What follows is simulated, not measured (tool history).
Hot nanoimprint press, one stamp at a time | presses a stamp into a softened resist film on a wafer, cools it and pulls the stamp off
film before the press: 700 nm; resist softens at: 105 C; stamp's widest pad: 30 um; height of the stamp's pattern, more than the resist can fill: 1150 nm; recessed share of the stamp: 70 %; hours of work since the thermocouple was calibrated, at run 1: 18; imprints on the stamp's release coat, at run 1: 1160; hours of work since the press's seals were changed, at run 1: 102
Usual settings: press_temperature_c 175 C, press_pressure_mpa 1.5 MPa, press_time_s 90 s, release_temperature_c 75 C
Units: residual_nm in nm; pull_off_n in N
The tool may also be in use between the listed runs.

run,hour,press_temperature_c,press_pressure_mpa,press_time_s,release_temperature_c,hours of work since the thermocouple was calibrated,imprints on the stamp's release coat,hours of work since the press's seals were changed,residual_nm,pull_off_n
1,0,175,1.5,90,75,18,1160,102,354.9,195
2,7.5,175,1.5,49,75,22,1173,106,430.1,196
3,15.5,175,1.5,78,75,26,1187,110,371.4,197
4,24.7,175,1.5,78,75,31,1203,115,372.3,199
5,35.1,175,1.51,78,75,36,1222,120,370.3,199
6,41,175,1.51,78,75,39,1232,123,372,201
7,49.5,178,1.5,90,75,44,1247,127,323.5,197
8,60.7,175,1.5,90,75,50,1267,133,356.9,197
9,72.1,175,1.5,90,75,55,1287,139,356.5,199
10,79.7,175,1.5,90,75,59,1301,143,357.1,202
11,85.1,175,1.04,90,75,62,1310,146,417.7,201
12,91.6,175,1.04,90,75,66,1321,149,415.9,198
13,98.2,175,1.04,90,67,69,1333,153,417.7,247
14,108.2,175,1.5,90,75,74,1351,158,357.4,200
15,118.6,165,1.5,90,75,80,1369,163,476.7,201
16,123.7,165,1.5,90,75,82,1378,166,477.6,205
17,130.7,164,1.5,90,75,86,1390,170,489.6,201
18,135.7,164,1.5,90,75,88,1399,172,490.1,203
# hour 139.2: plate thermocouple calibrated
19,144.3,175,1.5,90,70,3,1409,175,357.7,230
20,149.4,175,1.29,90,75,5,1418,178,382.2,199
21,160.6,183,1.73,132,64,11,1438,184,223.6,265
# hour 166.8: plate thermocouple calibrated, once more
22,169,183,1.73,132,64,1,1447,186,221.5,266
23,174.8,167,1.38,90,73,4,1458,189,464,214
24,185.6,181,1.25,136,62,10,1477,195,277.5,285
25,192.9,175,1.88,46,64,14,1490,199,400,275
26,203.2,175,1.88,46,61,19,1508,204,402.7,293
27,214.5,175,1.43,94,61,25,1528,210,359.4,287
28,224.8,178,1.43,94,61,30,1546,215,327.8,295
29,236.1,184,1.88,124,61,36,1566,221,212.6,289

5 ways to go on from here, each from the tool as it stands after run 29. What would each give?
A,242.4,175,1.19,90,75,39,1577,224,?,?
B,242.4,184,1.34,152,80,39,1577,224,?,?
C,242.4,184,1.88,101,61,39,1577,224,?,?
D,242.4,174,1.5,90,74,39,1577,224,?,?
E,242.4,175,1.29,90,63,39,1577,224,?,?

run,residual_nm,pull_off_n
A,396.1,207
B,232.9,177
C,229.1,291
D,369.6,211
E,382.3,278
Without the tool's hidden state the same runs would have given:
run,residual_nm,pull_off_n
A,393,180
B,230.5,154
C,225.9,253
D,365.9,183
E,379,241
